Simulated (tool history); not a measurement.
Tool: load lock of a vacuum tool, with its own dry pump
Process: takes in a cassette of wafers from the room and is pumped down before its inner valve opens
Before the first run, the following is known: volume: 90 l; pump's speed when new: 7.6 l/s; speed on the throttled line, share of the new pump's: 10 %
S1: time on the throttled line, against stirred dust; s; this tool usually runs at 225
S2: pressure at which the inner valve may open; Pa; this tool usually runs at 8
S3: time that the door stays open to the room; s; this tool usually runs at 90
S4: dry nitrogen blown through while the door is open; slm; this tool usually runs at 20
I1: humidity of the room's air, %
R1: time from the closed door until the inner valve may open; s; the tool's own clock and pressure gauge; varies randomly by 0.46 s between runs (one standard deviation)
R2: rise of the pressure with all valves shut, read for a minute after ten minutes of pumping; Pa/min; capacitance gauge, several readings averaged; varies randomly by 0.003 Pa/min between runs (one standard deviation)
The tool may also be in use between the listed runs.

run 1 hour=0.0 | S1=225 S2=8 S3=90 S4=20 | I1=42.4 | R1=321.0 R2=0.040
run 2 hour=170.0 | S1=225 S2=8 S3=90 S4=20 | I1=44.9 | R1=321.6 R2=0.051
run 3 hour=404.6 | S1=225 S2=8 S3=90 S4=23 | I1=41.8 | R1=320.7 R2=0.064
run 4 hour=629.1 | S1=225 S2=8 S3=90 S4=20 | I1=45.4 | R1=321.7 R2=0.074
run 5 hour=849.0 | S1=225 S2=8 S3=90 S4=20 | I1=44.5 | R1=321.7 R2=0.086
run 6 hour=994.5 | S1=225 S2=8 S3=90 S4=20 | I1=44.4 | R1=322.2 R2=0.086
run 7 hour=1200.5 | S1=225 S2=8 S3=90 S4=20 | I1=46.9 | R1=321.5 R2=0.097
run 8 hour=1439.6 | S1=225 S2=8 S3=90 S4=20 | I1=45.3 | R1=322.2 R2=0.117
run 9 hour=1623.9 | S1=225 S2=14 S3=90 S4=20 | I1=43.7 | R1=315.0 R2=0.127
run 10 hour=1745.2 | S1=225 S2=8 S3=42 S4=20 | I1=44.5 | R1=322.8 R2=0.133
run 11 hour=1898.1 | S1=225 S2=8 S3=42 S4=20 | I1=44.7 | R1=322.5 R2=0.143
run 12 hour=2118.8 | S1=225 S2=8 S3=42 S4=20 | I1=45.9 | R1=323.1 R2=0.160
run 13 hour=2262.0 | S1=225 S2=8 S3=42 S4=20 | I1=44.5 | R1=323.7 R2=0.166
run 14 hour=2468.0 | S1=225 S2=8 S3=83 S4=20 | I1=41.4 | R1=323.4 R2=0.189
run 15 hour=2624.3 | S1=225 S2=8 S3=88 S4=20 | I1=44.9 | R1=324.8 R2=0.206
run 16 hour=2733.9 | S1=225 S2=8 S3=88 S4=20 | I1=40.9 | R1=323.7 R2=0.213
run 17 hour=2910.2 | S1=225 S2=8 S3=205 S4=20 | I1=43.2 | R1=325.3 R2=0.244
run 18 hour=3092.8 | S1=225 S2=8 S3=205 S4=20 | I1=46.6 | R1=324.0 R2=0.248
run 19 hour=3322.8 | S1=225 S2=8 S3=205 S4=20 | I1=47.0 | R1=324.4 R2=0.275
run 20 hour=3453.3 | S1=112 S2=11 S3=81 S4=29 | I1=45.2 | R1=219.8 R2=0.286
run 21 hour=3695.1 | S1=225 S2=8 S3=90 S4=4 | I1=42.8 | R1=326.1 R2=0.324
run 22 hour=3855.9 | S1=225 S2=8 S3=90 S4=4 | I1=47.5 | R1=325.8 R2=0.343
run 23 hour=4023.6 | S1=225 S2=8 S3=90 S4=4 | I1=44.3 | R1=325.1 R2=0.357
-- hour=4096.1 door's seal changed, seat wiped
run 24 hour=4236.1 | S1=225 S2=7 S3=231 S4=7 | I1=43.9 | R1=326.5 R2=0.034
run 25 hour=4382.5 | S1=127 S2=7 S3=40 S4=6 | I1=47.2 | R1=240.5 R2=0.020
run 26 hour=4583.5 | S1=164 S2=13 S3=67 S4=10 | I1=45.1 | R1=265.6 R2=0.021
-- hour=4611.3 dry pump taken out, an overhauled one fitted
run 27 hour=4725.2 | S1=221 S2=12 S3=43 S4=20 | I1=45.4 | R1=305.6 R2=0.021
run 28 hour=4915.9 | S1=338 S2=13 S3=43 S4=20 | I1=49.0 | R1=408.8 R2=0.030
run 29 hour=5088.1 | S1=338 S2=13 S3=43 S4=20 | I1=45.8 | R1=410.6 R2=0.037
run 30 hour=5315.8 | S1=225 S2=7 S3=90 S4=20 | I1=41.0 | R1=315.5 R2=0.048
run 31 hour=5438.3 | S1=225 S2=12 S3=37 S4=20 | I1=42.7 | R1=309.4 R2=0.054
run 32 hour=5631.8 | S1=225 S2=13 S3=54 S4=20 | I1=46.2 | R1=308.7 R2=0.066
run 33 hour=5848.7 | S1=225 S2=13 S3=54 S4=20 | I1=43.6 | R1=309.1 R2=0.084
run 34 hour=6063.0 | S1=377 S2=11 S3=31 S4=22 | I1=47.1 | R1=448.1 R2=0.089
run 35 hour=6214.6 | S1=322 S2=13 S3=90 S4=5 | I1=46.0 | R1=396.6 R2=0.110
run 36 hour=6375.6 | S1=225 S2=6 S3=90 S4=21 | I1=44.1 | R1=319.6 R2=0.113
run 37 hour=6508.8 | S1=225 S2=6 S3=34 S4=14 | I1=47.5 | R1=319.0 R2=0.122
run 38 hour=6698.8 | S1=335 S2=9 S3=112 S4=32 | I1=45.2 | R1=414.0 R2=0.134

Below, some changes in R1 between adjacent runs. For each, the amount present without the hidden state too (settings, incoming material, random variation) and the amount remaining for the hidden state with gauge scatter not shared by both compared results:
Hidden conditions of the tool in this case: pump's speed, % of a new pump's; leak at the door's seal, Pa l/s; drift of the gauge itself on ready_s, %; drift of the gauge itself on rise_pa_min, %.
Run 19 -> 20: S1 225 -> 112, S2 8 -> 11, S3 205 -> 81, S4 20 -> 29. R1 -104.6 s: hidden state +1.0, all else -105.6.
Run 20 -> 21: S1 112 -> 225, S2 11 -> 8, S3 81 -> 90, S4 29 -> 4. R1 +106.3 s: hidden state -0.5, all else +106.8.
Run 24 -> 25: S1 225 -> 127, S3 231 -> 40, S4 7 -> 6. R1 -86.0 s: hidden state +1.7, all else -87.7.
Run 25 -> 26: S1 127 -> 164, S2 7 -> 13, S3 40 -> 67, S4 6 -> 10. R1 +25.1 s: hidden state -1.4, all else +26.5.
Run 26 -> 27: S1 164 -> 221, S2 13 -> 12, S3 67 -> 43, S4 10 -> 20, dry pump taken out, an overhauled one fitted. R1 +40.0 s: hidden state -12.0, all else +52.0.
Run 33 -> 34: S1 225 -> 377, S2 13 -> 11, S3 54 -> 31, S4 20 -> 22. R1 +139.0 s: hidden state +0.2, all else +138.8.
